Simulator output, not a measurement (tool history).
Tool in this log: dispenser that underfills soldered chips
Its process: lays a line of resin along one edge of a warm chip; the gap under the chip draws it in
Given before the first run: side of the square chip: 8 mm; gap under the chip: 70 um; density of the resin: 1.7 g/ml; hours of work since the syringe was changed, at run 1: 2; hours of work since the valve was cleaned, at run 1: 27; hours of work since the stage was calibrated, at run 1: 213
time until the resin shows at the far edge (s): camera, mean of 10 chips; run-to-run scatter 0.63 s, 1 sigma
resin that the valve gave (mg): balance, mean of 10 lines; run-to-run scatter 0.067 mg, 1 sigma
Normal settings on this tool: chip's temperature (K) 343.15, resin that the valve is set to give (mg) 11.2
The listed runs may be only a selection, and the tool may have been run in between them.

run  hour  chip's temperature (K)  resin that the valve is set to give (mg)  hours of work since the syringe was changed  hours of work since the valve was cleaned  hours of work since the stage was calibrated  time until the resin shows at the far edge (s)  resin that the valve gave (mg)
  1     0                  343.15                                      11.2                                            2                                         27                                           213                                            61.2                            11.1
  2   6.8                  343.15                                      11.2                                            7                                         32                                           218                                            74.5                           10.91
      9.8  -- new syringe of resin
  3  15.6                  343.15                                      11.2                                            5                                         39                                           225                                            69.3                            10.9
     21.8  -- new syringe of resin
  4  24.3                  343.15                                      11.2                                            2                                         45                                           231                                            61.9                           10.85
  5  31.9                  345.15                                      11.2                                            8                                         51                                           237                                            71.9                           10.81
     34.2  -- new syringe of resin
  6  38.8                  357.15                                      11.2                                            4                                         56                                           242                                            32.9                           10.83
  7  44.6                  338.15                                      10.5                                            8                                         61                                           247                                           102.4                           10.21
     46.5  -- new syringe of resin
  8  50.3                  337.15                                      13.8                                            3                                         65                                           251                                              85                           13.26
  9  54.7                  337.15                                      11.7                                            6                                         68                                           254                                            97.8                           11.29
     58.5  -- new syringe of resin
 10  63.4                  354.15                                      12.3                                            4                                         75                                           261                                            38.4                           11.69
     70.5  -- new syringe of resin
 11  70.8                  354.15                                      12.3                                            0                                         80                                           266                                            34.1                           11.78

Each row is a separate what-if for the run after 11, all from the same tool condition, not one after another. Results?
  A  78.6                  335.15                                      14.6                                            6                                         86                                           272                                               ?                               ?
  B  78.6                  343.15                                       9.8                                            6                                         86                                           272                                               ?                               ?
  C  78.6                  346.15                                        11                                            6                                         86                                           272                                               ?                               ?
  D  78.6                  354.15                                      11.3                                            6                                         86                                           272                                               ?                               ?
  E  78.6                  354.15                                      10.5                                            6                                         86                                           272                                               ?                               ?

run  time until the resin shows at the far edge (s)  resin that the valve gave (mg)
  A                                           106.8                           13.76
  B                                            76.7                            9.37
  C                                            63.9                            10.4
  D                                            42.9                           10.76
  E                                            43.9                            9.99
With the hidden condition removed and each run's random variation left untouched, the same runs would have given:
run  time until the resin shows at the far edge (s)  resin that the valve gave (mg)
  A                                            80.9                           14.54
  B                                            57.1                            9.89
  C                                              48                           10.98
  D                                            32.2                           11.36
  E                                              33                           10.55

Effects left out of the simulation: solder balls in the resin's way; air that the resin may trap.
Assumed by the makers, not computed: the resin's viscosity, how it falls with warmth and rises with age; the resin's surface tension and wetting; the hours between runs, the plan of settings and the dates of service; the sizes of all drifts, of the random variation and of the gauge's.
